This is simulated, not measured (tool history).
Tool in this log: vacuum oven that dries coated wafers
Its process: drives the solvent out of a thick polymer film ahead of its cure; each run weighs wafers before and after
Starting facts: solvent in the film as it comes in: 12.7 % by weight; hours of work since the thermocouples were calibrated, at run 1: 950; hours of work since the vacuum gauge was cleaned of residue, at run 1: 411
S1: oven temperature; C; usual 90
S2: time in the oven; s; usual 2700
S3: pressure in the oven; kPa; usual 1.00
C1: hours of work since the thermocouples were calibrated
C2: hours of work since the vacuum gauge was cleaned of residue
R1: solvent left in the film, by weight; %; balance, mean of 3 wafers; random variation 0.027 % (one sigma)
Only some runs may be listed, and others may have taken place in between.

run	hour	S1	S2	S3	C1	C2	R1
1	0.0	90	2700	1.00	950	411	1.05
2	41.3	90	2700	1.00	968	430	1.10
3	64.0	90	2700	1.00	978	440	1.10
4	102.9	90	2700	1.00	996	457	1.10
5	138.2	90	2700	1.00	1012	473	1.10
6	167.3	90	2700	1.00	1025	486	1.11
7	187.2	90	2700	1.00	1034	495	1.11
8	214.2	90	2700	1.00	1046	507	1.07
9	250.1	90	2700	1.00	1062	523	1.11
10	283.5	90	2700	1.00	1077	538	1.05
11	306.1	90	2700	1.00	1087	548	1.13
12	341.1	90	2700	1.00	1103	564	1.13
13	381.0	90	2700	1.00	1121	582	1.11
14	407.7	90	2700	1.00	1132	594	1.15
15	448.7	90	2700	1.00	1151	612	1.14
16	484.6	90	2700	1.00	1167	628	1.11
17	513.5	90	2700	1.00	1180	641	1.15
18	532.7	90	2700	1.00	1188	650	1.12
19	563.2	90	2700	1.00	1202	663	1.14
20	598.9	90	2700	2.79	1218	679	2.05
21	628.4	90	2700	2.27	1231	693	1.79
22	656.8	90	2700	2.27	1244	705	1.81
23	691.5	90	4740	2.27	1260	721	1.33
24	729.6	94	2700	1.96	1277	738	1.23
25	760.5	78	4320	0.51	1290	752	1.76
26	802.1	78	2580	0.63	1309	770	3.38
27	843.6	78	2580	0.63	1328	789	3.46
28	870.1	102	2700	2.22	1340	801	0.78
29	887.6	97	1620	2.22	1347	809	1.75
30	922.7	90	2820	1.00	1363	824	1.10
31	955.0	95	2820	0.75	1378	839	0.56
32	995.8	75	2700	1.00	1396	857	4.38
33	1032.5	75	2700	1.00	1412	874	4.38
34	1053.3	75	2700	1.00	1422	883	4.37
35	1081.0	90	4860	0.88	1434	895	0.61
36	1102.7	102	1620	1.44	1444	905	0.87
37	1123.2	102	1620	1.44	1453	914	0.91
38	1161.2	96	2100	1.44	1470	931	1.15
39	1198.3	79	2100	1.00	1487	948	4.20
40	1232.2	79	2100	1.00	1502	963	4.24
41	1269.6	79	2100	1.00	1519	980	4.30
42	1309.5	90	2700	2.38	1536	998	1.92
43	1332.9	90	2700	2.38	1547	1008	1.94
44	1362.5	90	2700	0.91	1560	1021	1.22
45	1391.8	90	2700	0.91	1573	1035	1.19
46	1423.6	83	2460	0.77	1588	1049	2.67

3 options for the next run, each taken on its own from the tool as it stands now. Forecast them:
A	1460.0	89	2700	0.67	1604	1065	?
B	1460.0	90	1560	1.92	1604	1065	?
C	1460.0	90	2700	2.39	1604	1065	?

run	R1
A	1.26
B	3.10
C	1.96
What these runs would have given with no unlogged condition in the tool:
run	R1
A	0.84
B	2.42
C	1.51
